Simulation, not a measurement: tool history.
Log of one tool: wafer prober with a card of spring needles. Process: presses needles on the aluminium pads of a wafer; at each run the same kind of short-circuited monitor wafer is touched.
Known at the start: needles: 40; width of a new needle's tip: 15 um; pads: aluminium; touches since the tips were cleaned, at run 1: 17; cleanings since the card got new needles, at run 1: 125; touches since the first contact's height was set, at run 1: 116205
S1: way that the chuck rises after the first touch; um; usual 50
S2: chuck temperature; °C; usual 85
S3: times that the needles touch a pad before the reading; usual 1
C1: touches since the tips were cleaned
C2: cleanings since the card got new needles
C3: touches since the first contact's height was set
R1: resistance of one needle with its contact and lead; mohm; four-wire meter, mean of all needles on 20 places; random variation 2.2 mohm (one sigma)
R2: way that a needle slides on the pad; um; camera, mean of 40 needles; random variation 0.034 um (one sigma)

Run 1, hour 0.0: usual settings; C1 17; C2 125; C3 116205. Result: R1 251 mohm, R2 8.72 um.
At hour 9.3: tips cleaned on abrasive film.
At hour 21.0: tips cleaned on abrasive film.
At hour 32.6: tips cleaned on abrasive film.
At hour 44.2: tips cleaned on abrasive film.
At hour 53.6: tips cleaned on abrasive film.
At hour 65.2: tips cleaned on abrasive film.
Run 2, hour 67.2: usual settings but S1 61 um; C1 400; C2 131; C3 129622. Result: R1 249 mohm, R2 10.66 um.
At hour 76.5: tips cleaned on abrasive film.
At hour 88.1: tips cleaned on abrasive film.
At hour 99.8: tips cleaned on abrasive film.
At hour 111.4: tips cleaned on abrasive film.
Run 3, hour 117.4: usual settings but S1 61 um; C1 1209; C2 135; C3 139661. Result: R1 261 mohm, R2 10.66 um.
At hour 122.1: tips cleaned on abrasive film.
At hour 131.4: tips cleaned on abrasive film.
At hour 143.1: tips cleaned on abrasive film.
At hour 154.7: tips cleaned on abrasive film.
Run 4, hour 157.5: usual settings but S1 61 um; C1 559; C2 139; C3 147656. Result: R1 251 mohm, R2 10.65 um.
At hour 164.5: tips cleaned on abrasive film.
At hour 176.1: tips cleaned on abrasive film.
At hour 185.5: tips cleaned on abrasive film.
At hour 197.1: tips cleaned on abrasive film.
At hour 208.7: tips cleaned on abrasive film.
At hour 218.1: tips cleaned on abrasive film.
At hour 229.7: tips cleaned on abrasive film.
Run 5, hour 235.9: usual settings but S2 103 °C; C1 1257; C2 146; C3 163322. Result: R1 269 mohm, R2 8.58 um.
At hour 240.6: tips cleaned on abrasive film.
At hour 247.9: height of the first contact set anew.
At hour 252.6: tips cleaned on abrasive film.
At hour 264.2: tips cleaned on abrasive film.
Run 6, hour 271.8: usual settings but S2 103 °C; C1 1539; C2 149; C3 4793. Result: R1 273 mohm, R2 9.10 um.
At hour 274.3: tips cleaned on abrasive film.
At hour 285.9: tips cleaned on abrasive film.
At hour 297.5: tips cleaned on abrasive film.
At hour 306.8: tips cleaned on abrasive film.
At hour 318.5: tips cleaned on abrasive film.
At hour 330.1: tips cleaned on abrasive film.
At hour 339.4: tips cleaned on abrasive film.
At hour 351.1: tips cleaned on abrasive film.
Run 7, hour 356.6: usual settings; C1 1112; C2 157; C3 21707. Result: R1 263 mohm, R2 9.00 um.
At hour 361.3: tips cleaned on abrasive film.
At hour 372.9: tips cleaned on abrasive film.
At hour 384.6: tips cleaned on abrasive film.
At hour 396.2: tips cleaned on abrasive film.
At hour 407.8: tips cleaned on abrasive film.
At hour 419.5: tips cleaned on abrasive film.
At hour 428.8: tips cleaned on abrasive film.
At hour 438.8: tips cleaned on abrasive film.
Run 8, hour 438.8: usual settings but S1 55 um; C1 0; C2 165; C3 38107. Result: R1 250 mohm, R2 9.95 um.
At hour 450.4: tips cleaned on abrasive film.
At hour 462.0: tips cleaned on abrasive film.
At hour 473.7: tips cleaned on abrasive film.
Run 9, hour 480.6: usual settings but S1 55 um; C1 1403; C2 168; C3 46481. Result: R1 265 mohm, R2 9.82 um.
At hour 483.1: tips cleaned on abrasive film.
At hour 494.7: tips cleaned on abrasive film.
At hour 504.1: tips cleaned on abrasive film.
At hour 515.7: tips cleaned on abrasive film.
At hour 527.3: tips cleaned on abrasive film.
At hour 539.0: tips cleaned on abrasive film.
At hour 550.6: tips cleaned on abrasive film.
At hour 562.2: tips cleaned on abrasive film.
Run 10, hour 562.4: usual settings but S1 55 um; C1 36; C2 176; C3 62799. Result: R1 252 mohm, R2 9.73 um.
At hour 571.7: tips cleaned on abrasive film.
At hour 581.0: tips cleaned on abrasive film.
At hour 592.7: tips cleaned on abrasive film.
At hour 604.3: tips cleaned on abrasive film.
At hour 615.9: tips cleaned on abrasive film.
At hour 627.6: tips cleaned on abrasive film.
At hour 639.2: tips cleaned on abrasive film.
At hour 648.8: tips cleaned on abrasive film.
Run 11, hour 648.8: usual settings but S1 55 um, S3 2; C1 0; C2 184; C3 80052. Result: R1 250 mohm, R2 9.64 um.
At hour 658.2: tips cleaned on abrasive film.
At hour 669.8: tips cleaned on abrasive film.
At hour 681.4: tips cleaned on abrasive film.
At hour 693.1: tips cleaned on abrasive film.
At hour 704.7: tips cleaned on abrasive film.
At hour 716.3: tips cleaned on abrasive film.
At hour 728.0: tips cleaned on abrasive film.
Run 12, hour 732.8: usual settings but S1 59 um, S3 2; C1 966; C2 191; C3 96824. Result: R1 252 mohm, R2 10.39 um.
At hour 737.5: tips cleaned on abrasive film.
At hour 746.8: tips cleaned on abrasive film.
At hour 758.5: tips cleaned on abrasive film.
At hour 767.8: tips cleaned on abrasive film.
At hour 779.4: tips cleaned on abrasive film.
At hour 791.1: tips cleaned on abrasive film.
At hour 802.7: tips cleaned on abrasive film.
Run 13, hour 808.6: usual settings but S1 36 um, S3 2; C1 1180; C2 198; C3 111956. Result: R1 278 mohm, R2 6.20 um.
At hour 813.3: tips cleaned on abrasive film.
At hour 824.9: tips cleaned on abrasive film.
At hour 836.5: tips cleaned on abrasive film.
At hour 845.9: tips cleaned on abrasive film.
At hour 857.4: tips cleaned on abrasive film.
Run 14, hour 857.4: usual settings but S1 36 um, S3 2; C1 0; C2 203; C3 121706. Result: R1 266 mohm, R2 6.11 um.
At hour 869.1: tips cleaned on abrasive film.
At hour 878.4: tips cleaned on abrasive film.
At hour 890.0: tips cleaned on abrasive film.
At hour 899.4: tips cleaned on abrasive film.
At hour 911.0: tips cleaned on abrasive film.
At hour 922.6: tips cleaned on abrasive film.
Run 15, hour 930.4: usual settings but S1 36 um, S3 2; C1 1558; C2 209; C3 136277. Result: R1 283 mohm, R2 6.07 um.
At hour 932.8: tips cleaned on abrasive film.
At hour 944.4: tips cleaned on abrasive film.
At hour 956.0: tips cleaned on abrasive film.
At hour 967.7: tips cleaned on abrasive film.
At hour 979.3: tips cleaned on abrasive film.
Run 16, hour 982.3: usual settings but S1 36 um, S3 2; C1 601; C2 214; C3 146637. Result: R1 269 mohm, R2 6.03 um.
At hour 989.3: tips cleaned on abrasive film.
At hour 1000.9: tips cleaned on abrasive film.
At hour 1012.6: tips cleaned on abrasive film.
At hour 1024.2: tips cleaned on abrasive film.
Run 17, hour 1029.5: usual settings but S1 43 um; C1 1070; C2 218; C3 156073. Result: R1 276 mohm, R2 7.33 um.
At hour 1034.2: tips cleaned on abrasive film.
At hour 1045.8: tips cleaned on abrasive film.
At hour 1057.5: tips cleaned on abrasive film.
At hour 1069.1: tips cleaned on abrasive film.
At hour 1078.4: tips cleaned on abrasive film.
At hour 1078.7: height of the first contact set anew.
At hour 1090.4: tips cleaned on abrasive film.
Run 18, hour 1098.4: usual settings but S1 35 um, S3 2; C1 1618; C2 224; C3 3941. Result: R1 284 mohm, R2 6.36 um.
At hour 1100.8: tips cleaned on abrasive film.
At hour 1112.4: tips cleaned on abrasive film.
At hour 1121.8: tips cleaned on abrasive film.
At hour 1133.4: tips cleaned on abrasive film.
Run 19, hour 1141.4: usual settings but S1 35 um, S3 2; C1 1608; C2 228; C3 12521. Result: R1 283 mohm, R2 6.36 um.
At hour 1143.8: tips cleaned on abrasive film.
At hour 1155.4: tips cleaned on abrasive film.
At hour 1167.0: tips cleaned on abrasive film.
At hour 1178.7: tips cleaned on abrasive film.
At hour 1188.0: tips cleaned on abrasive film.
At hour 1199.6: tips cleaned on abrasive film.
Run 20, hour 1202.9: usual settings but S1 38 um, S2 68 °C; C1 652; C2 234; C3 24791. Result: R1 269 mohm, R2 6.80 um.
At hour 1209.9: tips cleaned on abrasive film.
At hour 1221.5: tips cleaned on abrasive film.
At hour 1233.1: tips cleaned on abrasive film.
At hour 1244.8: tips cleaned on abrasive film.
At hour 1256.4: tips cleaned on abrasive film.
At hour 1268.0: tips cleaned on abrasive film.
At hour 1279.7: tips cleaned on abrasive film.
At hour 1289.7: tips cleaned on abrasive film.
Run 21, hour 1289.7: usual settings but S1 38 um, S2 71 °C; C1 0; C2 242; C3 42135. Result: R1 260 mohm, R2 6.80 um.
At hour 1299.1: tips cleaned on abrasive film.
At hour 1310.7: tips cleaned on abrasive film.
At hour 1322.3: tips cleaned on abrasive film.
At hour 1334.0: tips cleaned on abrasive film.
At hour 1343.3: tips cleaned on abrasive film.
Run 22, hour 1344.9: usual settings but S1 66 um, S2 39 °C, S3 2; C1 320; C2 247; C3 53145. Result: R1 240 mohm, R2 11.80 um.

Forecast each of these 4 alternatives for the next run:
At hour 1354.2: tips cleaned on abrasive film.
At hour 1365.8: tips cleaned on abrasive film.
At hour 1377.5: tips cleaned on abrasive film.
Run A, hour 1382.5: usual settings but S1 32 um, S2 68 °C; C1 1016; C2 250; C3 60666. Result: R1 ?, R2 ?.
At hour 1354.2: tips cleaned on abrasive film.
At hour 1365.8: tips cleaned on abrasive film.
At hour 1377.5: tips cleaned on abrasive film.
Run B, hour 1382.5: usual settings but S1 47 um; C1 1016; C2 250; C3 60666. Result: R1 ?, R2 ?.
At hour 1354.2: tips cleaned on abrasive film.
At hour 1365.8: tips cleaned on abrasive film.
At hour 1377.5: tips cleaned on abrasive film.
Run C, hour 1382.5: usual settings but S1 66 um, S2 39 °C, S3 2; C1 1016; C2 250; C3 60666. Result: R1 ?, R2 ?.
At hour 1354.2: tips cleaned on abrasive film.
At hour 1365.8: tips cleaned on abrasive film.
At hour 1377.5: tips cleaned on abrasive film.
Run D, hour 1382.5: usual settings but S1 57 um, S2 49 °C, S3 2; C1 1016; C2 250; C3 60666. Result: R1 ?, R2 ?.

run   R1     R2
  A  301   5.58
  B  275   8.35
  C  240  11.84
  D  247  10.17
Without the tool's hidden state the same runs would have given:
run   R1     R2
  A  256   5.79
  B  252   8.56
  C  231  12.05
  D  236  10.38
